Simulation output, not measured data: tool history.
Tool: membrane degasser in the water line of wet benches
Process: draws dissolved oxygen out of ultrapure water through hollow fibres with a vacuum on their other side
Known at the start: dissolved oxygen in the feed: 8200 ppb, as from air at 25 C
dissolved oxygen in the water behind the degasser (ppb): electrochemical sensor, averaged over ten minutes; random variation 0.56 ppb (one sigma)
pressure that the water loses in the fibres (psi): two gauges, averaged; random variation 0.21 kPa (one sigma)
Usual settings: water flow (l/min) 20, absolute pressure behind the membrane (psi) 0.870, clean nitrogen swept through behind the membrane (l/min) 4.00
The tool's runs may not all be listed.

run,hour,water flow (l/min),absolute pressure behind the membrane (psi),clean nitrogen swept through behind the membrane (l/min),dissolved oxygen in the water behind the degasser (ppb),pressure that the water loses in the fibres (psi)
1,0.0,20,0.870,4.00,59.3,7.768
2,143.4,20,0.870,4.00,59.9,7.871
3,354.7,20,0.870,4.00,60.3,7.902
4,496.2,20,0.870,4.00,61.4,7.919
5,674.6,20,2.173,4.00,167.2,7.907
6,768.0,13,0.870,4.00,32.2,5.079
7,934.8,20,0.804,4.00,56.4,7.903
8,1036.6,20,0.804,4.00,56.1,7.945
9,1222.0,20,0.804,4.00,56.9,7.973
10,1367.3,20,0.870,4.00,63.2,7.992
11,1556.7,20,0.870,4.00,63.8,8.009
# hour 1571.2: vacuum gauge calibrated
12,1643.9,20,0.870,4.00,65.8,8.006
# hour 1726.9: seals of the vacuum lines changed
13,1845.1,20,0.870,4.00,64.4,8.057
# hour 1951.8: vacuum gauge calibrated, once more
14,1951.8,20,0.870,2.09,88.2,8.015
15,2115.5,20,0.870,2.09,87.9,8.092
16,2244.6,20,0.870,2.09,88.2,8.126
17,2381.0,20,0.870,2.09,88.8,8.108
18,2501.5,20,0.870,2.09,88.1,8.108
19,2594.4,17,1.331,4.00,78.6,6.926
20,2690.1,28,1.421,8.82,114.8,11.319
21,2801.7,20,1.684,9.78,68.4,8.163
22,2935.0,18,1.684,2.14,186.6,7.397
23,3067.2,18,1.684,2.14,187.0,7.364
24,3270.3,20,0.870,6.93,48.5,8.229
25,3473.4,16,0.870,6.24,32.3,6.570
26,3566.7,16,0.870,6.24,32.3,6.570
27,3774.8,20,1.279,1.70,184.3,8.222
28,3924.2,22,1.729,2.14,250.6,9.108
29,4059.8,22,0.833,2.14,100.6,9.074
30,4206.3,22,0.833,2.14,100.4,9.210
# hour 4337.2: membrane cartridge changed
31,4406.1,16,1.697,6.33,62.1,5.889

Hidden state or all else? Some run-to-run changes of dissolved oxygen in the water behind the degasser (ppb), split into what the settings, what came in and random variation would give without the hidden state, and what is left for the hidden state (with any gauge scatter that isn't in both results):
The hidden state here: membrane still open, %; true pressure behind the membrane over the reading, kPa; air that leaks in behind the membrane, l/min; drift of the gauge itself on oxygen_ppb, %; drift of the gauge itself on loss_of_pressure_kpa, %.
Run 19 -> 20: water flow (l/min) 17 -> 28, absolute pressure behind the membrane (psi) 1.331 -> 1.421, clean nitrogen swept through behind the membrane (l/min) 4.00 -> 8.82. dissolved oxygen in the water behind the degasser (ppb) +36.2: hidden state +18.3, all else +17.9.
Run 20 -> 21: water flow (l/min) 28 -> 20, absolute pressure behind the membrane (psi) 1.421 -> 1.684, clean nitrogen swept through behind the membrane (l/min) 8.82 -> 9.78. dissolved oxygen in the water behind the degasser (ppb) -46.4: hidden state -14.1, all else -32.3.
Run 23 -> 24: water flow (l/min) 18 -> 20, absolute pressure behind the membrane (psi) 1.684 -> 0.870, clean nitrogen swept through behind the membrane (l/min) 2.14 -> 6.93. dissolved oxygen in the water behind the degasser (ppb) -138.5: hidden state +1.9, all else -140.4.
Run 26 -> 27: water flow (l/min) 16 -> 20, absolute pressure behind the membrane (psi) 0.870 -> 1.279, clean nitrogen swept through behind the membrane (l/min) 6.24 -> 1.70. dissolved oxygen in the water behind the degasser (ppb) +152.0: hidden state +10.3, all else +141.7.
Run 28 -> 29: absolute pressure behind the membrane (psi) 1.729 -> 0.833. dissolved oxygen in the water behind the degasser (ppb) -150.0: hidden state -0.9, all else -149.1.
Run 30 -> 31: water flow (l/min) 22 -> 16, absolute pressure behind the membrane (psi) 0.833 -> 1.697, clean nitrogen swept through behind the membrane (l/min) 2.14 -> 6.33, membrane cartridge changed. dissolved oxygen in the water behind the degasser (ppb) -38.3: hidden state -20.7, all else -17.6.

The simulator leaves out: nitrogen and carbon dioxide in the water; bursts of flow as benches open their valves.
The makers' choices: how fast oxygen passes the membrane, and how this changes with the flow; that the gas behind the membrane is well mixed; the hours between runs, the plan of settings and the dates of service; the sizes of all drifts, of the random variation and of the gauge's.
